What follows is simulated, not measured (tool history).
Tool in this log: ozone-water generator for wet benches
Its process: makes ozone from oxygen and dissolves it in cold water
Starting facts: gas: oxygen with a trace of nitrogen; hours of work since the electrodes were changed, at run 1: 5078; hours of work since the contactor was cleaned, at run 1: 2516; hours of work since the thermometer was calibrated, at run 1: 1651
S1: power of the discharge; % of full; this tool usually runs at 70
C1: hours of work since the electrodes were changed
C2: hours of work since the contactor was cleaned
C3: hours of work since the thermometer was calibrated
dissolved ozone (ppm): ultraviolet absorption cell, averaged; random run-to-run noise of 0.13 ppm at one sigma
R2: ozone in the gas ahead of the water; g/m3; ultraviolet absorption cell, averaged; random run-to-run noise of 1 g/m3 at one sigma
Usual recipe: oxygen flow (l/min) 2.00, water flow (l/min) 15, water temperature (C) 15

Run 1, hour 0.0: usual settings; C1 5078; C2 2516; C3 1651. Result: dissolved ozone (ppm) 13.0, R2 171.6 g/m3.
Run 2, hour 117.3: usual settings; C1 5155; C2 2594; C3 1729. Result: dissolved ozone (ppm) 13.0, R2 171.9 g/m3.
Run 3, hour 305.1: usual settings; C1 5280; C2 2718; C3 1853. Result: dissolved ozone (ppm) 12.8, R2 168.6 g/m3.
Run 4, hour 425.8: usual settings; C1 5359; C2 2797; C3 1932. Result: dissolved ozone (ppm) 12.6, R2 170.7 g/m3.
Run 5, hour 596.2: usual settings; C1 5472; C2 2910; C3 2045. Result: dissolved ozone (ppm) 13.0, R2 168.5 g/m3.
Run 6, hour 747.6: usual settings; C1 5572; C2 3010; C3 2145. Result: dissolved ozone (ppm) 13.0, R2 169.5 g/m3.
Run 7, hour 928.3: usual settings; C1 5691; C2 3130; C3 2265. Result: dissolved ozone (ppm) 13.1, R2 169.4 g/m3.
Run 8, hour 1032.4: usual settings but water flow (l/min) 9; C1 5760; C2 3198; C3 2333. Result: dissolved ozone (ppm) 20.9, R2 172.0 g/m3.
Run 9, hour 1115.5: usual settings but water flow (l/min) 9; C1 5815; C2 3253; C3 2388. Result: dissolved ozone (ppm) 20.6, R2 169.2 g/m3.
Run 10, hour 1270.4: usual settings but water flow (l/min) 9; C1 5918; C2 3356; C3 2491. Result: dissolved ozone (ppm) 20.7, R2 168.9 g/m3.
Run 11, hour 1426.8: usual settings; C1 6021; C2 3459; C3 2594. Result: dissolved ozone (ppm) 12.9, R2 168.6 g/m3.
Run 12, hour 1592.9: usual settings; C1 6131; C2 3569; C3 2704. Result: dissolved ozone (ppm) 12.4, R2 169.3 g/m3.
Run 13, hour 1695.6: usual settings but water temperature (C) 20; C1 6199; C2 3637; C3 2772. Result: dissolved ozone (ppm) 12.3, R2 168.5 g/m3.
Run 14, hour 1881.6: usual settings but water flow (l/min) 19; C1 6322; C2 3760; C3 2895. Result: dissolved ozone (ppm) 9.8, R2 169.6 g/m3.
Run 15, hour 2076.5: usual settings; C1 6450; C2 3889; C3 3024. Result: dissolved ozone (ppm) 12.6, R2 167.9 g/m3.
Run 16, hour 2221.7: usual settings; C1 6546; C2 3985; C3 3120. Result: dissolved ozone (ppm) 12.6, R2 169.6 g/m3.
Run 17, hour 2335.5: usual settings but oxygen flow (l/min) 2.56, water temperature (C) 14; C1 6622; C2 4060; C3 3195. Result: dissolved ozone (ppm) 12.9, R2 142.5 g/m3.
Run 18, hour 2529.9: usual settings but oxygen flow (l/min) 2.56, water temperature (C) 14; C1 6750; C2 4188; C3 3323. Result: dissolved ozone (ppm) 13.2, R2 142.5 g/m3.
Run 19, hour 2653.2: usual settings but oxygen flow (l/min) 2.56, water temperature (C) 14; C1 6832; C2 4270; C3 3405. Result: dissolved ozone (ppm) 12.7, R2 143.6 g/m3.
Run 20, hour 2807.2: usual settings but oxygen flow (l/min) 2.56, water temperature (C) 14; C1 6933; C2 4371; C3 3507. Result: dissolved ozone (ppm) 13.2, R2 142.5 g/m3.
Run 21, hour 2941.6: usual settings but oxygen flow (l/min) 3.02, water flow (l/min) 10; C1 7022; C2 4460; C3 3595. Result: dissolved ozone (ppm) 18.5, R2 128.3 g/m3.
Run 22, hour 3125.9: usual settings but oxygen flow (l/min) 3.02, water flow (l/min) 10; C1 7144; C2 4582; C3 3717. Result: dissolved ozone (ppm) 18.5, R2 129.0 g/m3.
At hour 3217.5: water thermometer calibrated.
Run 23, hour 3326.8: usual settings but S1 89 % of full, oxygen flow (l/min) 3.55, water flow (l/min) 10, water temperature (C) 22; C1 7277; C2 4715; C3 72. Result: dissolved ozone (ppm) 18.3, R2 134.8 g/m3.
Run 24, hour 3495.5: usual settings but S1 51 % of full, oxygen flow (l/min) 1.74, water flow (l/min) 10, water temperature (C) 21; C1 7388; C2 4826; C3 184. Result: dissolved ozone (ppm) 14.2, R2 149.9 g/m3.
Run 25, hour 3604.8: usual settings but S1 82 % of full, oxygen flow (l/min) 2.88, water flow (l/min) 9, water temperature (C) 21; C1 7460; C2 4898; C3 256. Result: dissolved ozone (ppm) 20.1, R2 145.2 g/m3.
Run 26, hour 3787.5: usual settings but S1 64 % of full, oxygen flow (l/min) 2.90, water flow (l/min) 11; C1 7581; C2 5019; C3 377. Result: dissolved ozone (ppm) 16.2, R2 123.6 g/m3.
Run 27, hour 3899.2: usual settings but water flow (l/min) 10; C1 7655; C2 5093; C3 451. Result: dissolved ozone (ppm) 18.5, R2 167.8 g/m3.
Run 28, hour 3998.3: usual settings but S1 48 % of full, oxygen flow (l/min) 2.20; C1 7720; C2 5158; C3 516. Result: dissolved ozone (ppm) 10.1, R2 125.9 g/m3.
Run 29, hour 4172.7: usual settings but S1 48 % of full, oxygen flow (l/min) 1.73, water temperature (C) 22; C1 7836; C2 5274; C3 631. Result: dissolved ozone (ppm) 9.2, R2 146.4 g/m3.
Run 30, hour 4367.6: usual settings but S1 45 % of full, oxygen flow (l/min) 1.73, water temperature (C) 22; C1 7965; C2 5403; C3 760. Result: dissolved ozone (ppm) 8.9, R2 140.2 g/m3.
Run 31, hour 4469.9: usual settings but S1 55 % of full, oxygen flow (l/min) 2.65, water flow (l/min) 21, water temperature (C) 22; C1 8032; C2 5470; C3 828. Result: dissolved ozone (ppm) 6.9, R2 119.2 g/m3.
Run 32, hour 4562.3: usual settings but oxygen flow (l/min) 3.34; C1 8093; C2 5531; C3 889. Result: dissolved ozone (ppm) 12.8, R2 118.9 g/m3.

Measured result minus the same run's result without the hidden state. Both carry the same run-to-run variation, though not necessarily the same gauge scatter:
The hidden state here: yield of the discharge, % of new electrodes'; contactor's efficiency, % of a clean one's; true water temperature over the reading, C; drift of the gauge itself on ozone_ppm, %; drift of the gauge itself on gas_g_m3, %.
run  dissolved ozone (ppm)     R2
  1                   -0.9   -9.1
  2                   -0.9   -9.3
  3                   -0.9   -9.5
  4                   -0.9   -9.6
  5                   -0.9   -9.8
  6                   -1.0  -10.1
  7                   -0.9  -10.3
  8                   -1.5  -10.6
  9                   -1.5  -10.5
 10                   -1.5  -10.8
 11                   -1.0  -10.9
 12                   -1.0  -11.1
 13                   -1.0  -11.3
 14                   -0.8  -11.5
 15                   -1.0  -11.6
 16                   -1.1  -12.0
 17                   -1.1  -10.2
 18                   -1.2  -10.5
 19                   -1.2  -10.7
 20                   -1.2  -10.8
 21                   -1.7   -9.8
 22                   -1.7  -10.1
 23                   -2.0  -12.5
 24                   -1.1   -9.6
 25                   -2.1  -13.2
 26                   -1.5   -9.7
 27                   -1.8  -14.1
 28                   -0.8   -8.0
 29                   -0.8   -9.5
 30                   -0.7   -8.8
 31                   -0.8   -9.0
 32                   -1.5  -10.7

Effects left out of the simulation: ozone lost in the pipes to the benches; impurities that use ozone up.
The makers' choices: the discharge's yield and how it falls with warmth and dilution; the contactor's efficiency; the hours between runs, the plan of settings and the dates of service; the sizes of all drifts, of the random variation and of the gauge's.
